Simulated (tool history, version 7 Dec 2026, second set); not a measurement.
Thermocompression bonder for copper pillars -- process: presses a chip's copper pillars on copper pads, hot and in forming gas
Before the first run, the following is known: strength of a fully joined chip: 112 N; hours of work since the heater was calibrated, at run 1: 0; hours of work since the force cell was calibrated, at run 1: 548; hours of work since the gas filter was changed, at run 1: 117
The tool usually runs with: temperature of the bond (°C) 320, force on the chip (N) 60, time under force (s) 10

run	hour	temperature of the bond (°C)	force on the chip (N)	time under force (s)	hours of work since the heater was calibrated	hours of work since the force cell was calibrated	hours of work since the gas filter was changed	force that shears a chip off (N)
1	0	320	60	10	0	548	117	46.2
2	40	320	60	10	30	578	147	46.4
3	71.1	320	60	10	54	602	170	45.6
4	87.5	320	60	10	66	614	183	45.3
5	113.8	320	60	13	86	634	203	49.1
6	147	320	60	13	111	659	228	48.3
7	172	323	60	13	130	678	246	50.7
8	200.9	323	60	13	151	700	268	50.4
# hour 205.5: forming gas filter changed
9	238.2	323	60	13	179	727	25	52.8
10	259	323	60	13	195	743	40	52.1
11	284.2	323	60	13	214	762	59	52.1
12	307.8	323	60	13	232	780	77	50.9
13	333.3	323	60	13	251	799	96	50.8
14	357.5	323	60	27	269	817	115	65.1
15	393.9	323	60	27	296	845	142	64.2
16	413.1	323	60	27	311	859	156	62.9
17	441.9	316	62	9	333	881	178	41.4
18	466.1	316	62	9	351	899	196	40.6
19	492.3	316	62	9	371	919	216	39.8
20	523.3	320	57	6	394	942	239	34.4
21	543.6	320	57	6	409	957	255	33.3
# hour 568.4: forming gas filter changed
22	583.4	295	57	6	439	987	11	25.3
23	615	295	57	6	463	1011	35	24.6
24	648.6	298	62	9	488	1036	60	32.1
25	671.5	320	42	6	505	1053	78	28
26	696.6	335	47	17	524	1072	97	54.4
27	734.7	314	61	22	553	1101	125	53.6
28	773.4	314	61	22	582	1130	155	53.2
29	803.1	291	90	22	604	1152	177	50.6

Branching from run 29: 3 alternative next runs. What would each branch give?
A	827.4	312	60	12	623	1171	195	?
B	827.4	335	60	10	623	1171	195	?
C	827.4	290	54	10	623	1171	195	?

run	force that shears a chip off (N)
A	41
B	50
C	26.1
With the hidden condition removed and each run's random variation left untouched, the same runs would have given:
run	force that shears a chip off (N)
A	47
B	56.7
C	30.5
